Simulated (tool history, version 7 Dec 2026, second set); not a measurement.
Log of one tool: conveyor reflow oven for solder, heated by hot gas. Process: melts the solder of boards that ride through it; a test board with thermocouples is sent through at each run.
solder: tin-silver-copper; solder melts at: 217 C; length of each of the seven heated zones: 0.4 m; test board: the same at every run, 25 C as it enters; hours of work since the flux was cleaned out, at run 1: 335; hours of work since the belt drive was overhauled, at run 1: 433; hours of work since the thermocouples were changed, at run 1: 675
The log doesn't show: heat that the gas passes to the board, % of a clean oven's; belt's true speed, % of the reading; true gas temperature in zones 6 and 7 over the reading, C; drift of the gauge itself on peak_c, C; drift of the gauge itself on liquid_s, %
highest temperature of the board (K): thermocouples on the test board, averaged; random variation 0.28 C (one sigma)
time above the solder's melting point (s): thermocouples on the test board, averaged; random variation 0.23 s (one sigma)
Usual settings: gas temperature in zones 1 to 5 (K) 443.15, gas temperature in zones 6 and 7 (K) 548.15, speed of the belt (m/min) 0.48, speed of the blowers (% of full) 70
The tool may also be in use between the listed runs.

run	hour	gas temperature in zones 1 to 5 (K)	gas temperature in zones 6 and 7 (K)	speed of the belt (m/min)	speed of the blowers (% of full)	hours of work since the flux was cleaned out	hours of work since the belt drive was overhauled	hours of work since the thermocouples were changed	highest temperature of the board (K)	time above the solder's melting point (s)
1	0	443.15	548.15	0.48	70	335	433	675	530.35	79.1
# hour 10.4: flux residue cleaned out of gas plates and filters
2	19.6	443.15	563.15	0.48	70	5	441	683	547.25	90.9
# hour 22.8: thermocouples of zones 6 and 7 changed
3	46.3	443.15	563.15	0.48	70	19	454	13	549.55	91.2
4	69.8	443.15	563.15	0.48	70	32	467	26	549.65	92.1
5	87.9	443.15	563.15	0.48	70	42	477	36	549.35	91.3
6	116	443.15	550.15	0.48	70	57	493	52	537.45	84.2
7	144.3	443.15	548.15	0.48	70	73	509	67	534.75	83
8	158.5	449.15	548.15	0.48	70	81	517	75	535.45	85.9
# hour 165: belt drive overhauled, speed set with a stopwatch
9	183.5	443.15	548.15	0.48	70	92	10	87	535.25	83.2
10	207.3	443.15	553.15	0.48	70	106	23	100	539.15	86.7
# hour 213.4: belt drive overhauled, speed set with a stopwatch, once more
11	228.2	443.15	553.15	0.48	70	115	8	109	538.75	84.3
12	249.8	443.15	553.15	0.48	70	127	20	121	538.65	84
13	272	443.15	548.15	0.48	60	139	32	133	530.75	78.5
14	284.1	443.15	548.15	0.48	60	146	39	140	531.25	77.6
15	309.4	443.15	548.15	0.48	60	160	53	154	531.15	77.4
16	330.4	432.15	548.15	0.48	69	171	65	166	531.15	74.8
17	352.1	447.15	550.15	0.461	89	183	77	178	540.75	91.5
18	368.6	447.15	550.15	0.461	89	192	86	187	541.05	91.2
19	384.5	447.15	550.15	0.461	89	201	95	196	540.65	91.6
20	404	443.15	548.15	0.474	51	212	105	206	528.05	75.4
21	429.6	443.15	551.15	0.474	70	226	120	221	535.85	83.4
22	453.7	443.15	552.15	0.415	70	240	133	234	540.55	99.4
23	467.2	443.15	548.15	0.528	76	247	140	241	531.25	71.5
24	489.4	443.15	548.15	0.528	76	259	153	254	530.75	70.4
25	514.6	443.15	548.15	0.408	70	273	167	268	537.05	98.7
26	542.1	454.15	545.15	0.463	51	288	182	283	527.55	83.1
27	559.9	454.15	545.15	0.463	51	298	192	293	527.35	82.3
28	582.5	454.15	545.15	0.463	51	311	204	305	527.65	82.4
29	597.3	448.15	562.15	0.46	82	319	212	313	549.05	96.5

Hidden state at the last listed run before each entry between runs and at the first one after, where it differs:
Between runs 1 and 2: flux residue cleaned out of gas plates and filters (hour 10.4)
  heat that the gas passes to the board, % of a clean oven's: 86.7 -> 99.3; belt's true speed, % of the reading: 99.24 -> 99.23; true gas temperature in zones 6 and 7 over the reading, C: -2.25 -> -2.27
  measured less the result without the state, highest temperature of the board (K): -4.6 -> -2.1; time above the solder's melting point (s): -3.6 -> -0.4
Between runs 2 and 3: thermocouples of zones 6 and 7 changed (hour 22.8)
  heat that the gas passes to the board, % of a clean oven's: 99.3 -> 98.7; belt's true speed, % of the reading: 99.23 -> 99.21; true gas temperature in zones 6 and 7 over the reading, C: -2.27 -> 0.41
  measured less the result without the state, highest temperature of the board (K): -2.1 -> +0.4; time above the solder's melting point (s): -0.4 -> +0.9
Between runs 8 and 9: belt drive overhauled, speed set with a stopwatch (hour 165)
  heat that the gas passes to the board, % of a clean oven's: 96 -> 95.5; belt's true speed, % of the reading: 99.12 -> 98.49; true gas temperature in zones 6 and 7 over the reading, C: 0.21 -> 0.17
  measured less the result without the state, highest temperature of the board (K): -0.3 -> -0.3; time above the solder's melting point (s): +0.5 -> +0.9
Between runs 10 and 11: belt drive overhauled, speed set with a stopwatch, once more (hour 213.4)
  heat that the gas passes to the board, % of a clean oven's: 95 -> 94.6; belt's true speed, % of the reading: 98.47 -> 100.26; true gas temperature in zones 6 and 7 over the reading, C: 0.13 -> 0.1
  measured less the result without the state, highest temperature of the board (K): -0.4 -> -1.1; time above the solder's melting point (s): +1 -> -1.2

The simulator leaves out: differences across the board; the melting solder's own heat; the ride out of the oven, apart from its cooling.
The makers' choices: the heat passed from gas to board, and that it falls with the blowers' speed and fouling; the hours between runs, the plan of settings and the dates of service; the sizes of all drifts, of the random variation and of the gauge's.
